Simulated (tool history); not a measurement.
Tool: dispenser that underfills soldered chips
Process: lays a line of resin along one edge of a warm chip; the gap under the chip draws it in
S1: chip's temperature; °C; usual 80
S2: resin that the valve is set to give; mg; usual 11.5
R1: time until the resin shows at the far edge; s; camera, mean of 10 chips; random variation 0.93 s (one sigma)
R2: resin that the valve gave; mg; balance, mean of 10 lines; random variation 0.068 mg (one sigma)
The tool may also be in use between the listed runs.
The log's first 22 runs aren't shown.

At hour 246.1: new syringe of resin.
Run 23, hour 252.0: usual settings but S1 88 °C, S2 11.6 mg. Result: R1 85.1 s, R2 11.18 mg.
At hour 254.9: new syringe of resin.
At hour 259.7: dispensing valve cleaned and set on the balance.
At hour 264.5: new syringe of resin.
Run 24, hour 269.0: usual settings but S1 81 °C, S2 11.3 mg. Result: R1 111.8 s, R2 11.23 mg.
At hour 272.8: new syringe of resin.
At hour 280.9: new syringe of resin.
Run 25, hour 283.8: usual settings but S1 81 °C, S2 11.3 mg. Result: R1 102.6 s, R2 11.23 mg.
At hour 289.8: new syringe of resin.
Run 26, hour 293.5: usual settings but S1 89 °C, S2 10.9 mg. Result: R1 77.5 s, R2 10.82 mg.
At hour 298.1: new syringe of resin.
At hour 306.3: new syringe of resin.
Run 27, hour 309.9: usual settings but S2 10.1 mg. Result: R1 115.4 s, R2 9.84 mg.
At hour 314.6: new syringe of resin.
At hour 322.3: new syringe of resin.
Run 28, hour 322.3: usual settings but S1 93 °C, S2 10.7 mg. Result: R1 57.8 s, R2 10.34 mg.
At hour 331.3: new syringe of resin.
Run 29, hour 336.3: usual settings but S1 93 °C, S2 10.7 mg. Result: R1 70.0 s, R2 10.40 mg.
At hour 339.2: new syringe of resin.
At hour 346.9: new syringe of resin.
Run 30, hour 347.2: usual settings but S1 92 °C, S2 13.1 mg. Result: R1 57.2 s, R2 12.66 mg.
At hour 354.6: new syringe of resin.
Run 31, hour 355.5: usual settings but S1 67 °C, S2 12.8 mg. Result: R1 181.4 s, R2 12.25 mg.
At hour 362.6: new syringe of resin.
Run 32, hour 364.3: usual settings but S1 93 °C. Result: R1 59.1 s, R2 10.97 mg.

5 ways to go on from here, each from the tool as it stands after run 32. What would each give?
At hour 371.1: new syringe of resin.
At hour 372.1: dispensing valve cleaned and set on the balance.
Run A, hour 372.5: usual settings but S1 92 °C, S2 14.7 mg. Result: R1 ?, R2 ?.
At hour 371.1: new syringe of resin.
At hour 372.1: dispensing valve cleaned and set on the balance.
Run B, hour 372.5: usual settings but S1 71 °C, S2 10.7 mg. Result: R1 ?, R2 ?.
At hour 371.1: new syringe of resin.
At hour 372.1: dispensing valve cleaned and set on the balance.
Run C, hour 372.5: usual settings but S1 87 °C, S2 10.1 mg. Result: R1 ?, R2 ?.
At hour 371.1: new syringe of resin.
At hour 372.1: dispensing valve cleaned and set on the balance.
Run D, hour 372.5: usual settings but S1 67 °C. Result: R1 ?, R2 ?.
At hour 371.1: new syringe of resin.
At hour 372.1: dispensing valve cleaned and set on the balance.
Run E, hour 372.5: usual settings but S1 67 °C. Result: R1 ?, R2 ?.

run     R1     R2
  A   56.7  14.70
  B  150.8  10.73
  C   75.6   9.97
  D  180.5  11.41
  E  178.8  11.56
Without the tool's hidden state the same runs would have given:
run     R1     R2
  A   50.8  14.75
  B  133.5  10.77
  C   67.5  10.01
  D  159.5  11.45
  E  158.0  11.60
